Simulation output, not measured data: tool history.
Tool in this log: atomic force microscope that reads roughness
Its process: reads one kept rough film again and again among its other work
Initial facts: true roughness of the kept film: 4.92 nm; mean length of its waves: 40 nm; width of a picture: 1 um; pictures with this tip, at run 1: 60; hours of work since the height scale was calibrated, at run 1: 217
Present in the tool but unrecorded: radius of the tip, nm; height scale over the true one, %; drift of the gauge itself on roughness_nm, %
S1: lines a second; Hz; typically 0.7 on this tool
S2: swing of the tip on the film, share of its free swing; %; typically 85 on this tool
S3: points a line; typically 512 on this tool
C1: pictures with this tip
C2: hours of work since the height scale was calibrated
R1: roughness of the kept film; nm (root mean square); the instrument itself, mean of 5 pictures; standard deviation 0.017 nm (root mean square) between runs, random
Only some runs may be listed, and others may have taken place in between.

{"run": 1, "hour": 0.0, "S1": 0.7, "S2": 85, "S3": 512, "C1": 60, "C2": 217, "R1": 3.99}
{"run": 2, "hour": 11.1, "S1": 0.7, "S2": 85, "S3": 512, "C1": 67, "C2": 222, "R1": 3.95}
{"run": 3, "hour": 19.1, "S1": 0.7, "S2": 85, "S3": 512, "C1": 73, "C2": 226, "R1": 3.942}
{"run": 4, "hour": 32.1, "S1": 0.7, "S2": 85, "S3": 274, "C1": 81, "C2": 231, "R1": 3.91}
{"run": 5, "hour": 40.8, "S1": 0.7, "S2": 85, "S3": 274, "C1": 87, "C2": 235, "R1": 3.85}
{"run": 6, "hour": 55.3, "S1": 0.7, "S2": 85, "S3": 492, "C1": 97, "C2": 241, "R1": 3.874}
{"run": 7, "hour": 64.9, "S1": 0.7, "S2": 85, "S3": 669, "C1": 103, "C2": 245, "R1": 3.861}
{"run": 8, "hour": 72.1, "S1": 0.7, "S2": 85, "S3": 669, "C1": 108, "C2": 248, "R1": 3.833}
{"run": 9, "hour": 83.1, "S1": 0.7, "S2": 85, "S3": 669, "C1": 115, "C2": 253, "R1": 3.795}
{"run": 10, "hour": 92.8, "S1": 0.7, "S2": 81, "S3": 669, "C1": 122, "C2": 257, "R1": 3.842}
{"run": 11, "hour": 99.4, "S1": 0.7, "S2": 85, "S3": 450, "C1": 126, "C2": 260, "R1": 3.778}
{"run": 12, "hour": 111.6, "S1": 0.7, "S2": 85, "S3": 450, "C1": 134, "C2": 265, "R1": 3.732}
{"run": 13, "hour": 119.6, "S1": 0.7, "S2": 85, "S3": 450, "C1": 140, "C2": 269, "R1": 3.713}
{"run": 14, "hour": 129.2, "S1": 0.7, "S2": 85, "S3": 316, "C1": 146, "C2": 273, "R1": 3.697}
{"run": 15, "hour": 136.9, "S1": 0.7, "S2": 85, "S3": 316, "C1": 151, "C2": 276, "R1": 3.694}
{"run": 16, "hour": 144.4, "S1": 0.7, "S2": 85, "S3": 512, "C1": 156, "C2": 280, "R1": 3.684}
{"run": 17, "hour": 155.7, "S1": 0.7, "S2": 85, "S3": 512, "C1": 164, "C2": 284, "R1": 3.656}
{"run": 18, "hour": 165.4, "S1": 2.791, "S2": 85, "S3": 512, "C1": 170, "C2": 289, "R1": 2.91}
{"run": 19, "hour": 179.5, "S1": 2.791, "S2": 67, "S3": 512, "C1": 180, "C2": 295, "R1": 3.456}
{"run": 20, "hour": 191.6, "S1": 2.791, "S2": 67, "S3": 512, "C1": 188, "C2": 300, "R1": 3.42}
{"run": 21, "hour": 206.0, "S1": 2.791, "S2": 67, "S3": 512, "C1": 197, "C2": 306, "R1": 3.39}
{"run": 22, "hour": 220.8, "S1": 0.7, "S2": 85, "S3": 470, "C1": 207, "C2": 312, "R1": 3.509}
{"run": 23, "hour": 229.5, "S1": 0.7, "S2": 85, "S3": 1008, "C1": 213, "C2": 316, "R1": 3.51}
{"hour": 231.8, "done": "height scale calibrated on a step standard"}
{"run": 24, "hour": 239.2, "S1": 0.7, "S2": 85, "S3": 1008, "C1": 219, "C2": 3, "R1": 3.509}
{"run": 25, "hour": 250.0, "S1": 0.924, "S2": 85, "S3": 309, "C1": 226, "C2": 8, "R1": 3.4}
{"run": 26, "hour": 257.2, "S1": 0.924, "S2": 85, "S3": 309, "C1": 231, "C2": 11, "R1": 3.381}
{"hour": 264.6, "done": "new tip fitted"}
{"hour": 271.4, "done": "height scale calibrated on a step standard, once more"}
{"run": 27, "hour": 271.8, "S1": 0.859, "S2": 80, "S3": 271, "C1": 4, "C2": 0, "R1": 4.155}
{"run": 28, "hour": 278.6, "S1": 0.7, "S2": 85, "S3": 349, "C1": 9, "C2": 3, "R1": 4.14}
{"run": 29, "hour": 286.5, "S1": 1.437, "S2": 70, "S3": 512, "C1": 14, "C2": 6, "R1": 4.155}
{"run": 30, "hour": 295.7, "S1": 2.864, "S2": 85, "S3": 316, "C1": 20, "C2": 10, "R1": 3.272}

Run 31 has not been measured yet. What should we expect?
{"run": 31, "hour": 310.5, "S1": 2.864, "S2": 85, "S3": 316, "C1": 30, "C2": 17, "R1": "?"}

{"run 31": {"R1": 3.246}}
With the hidden condition absent and the run-to-run variation left alone, this run would have shown R1 3.364 nm (root mean square).
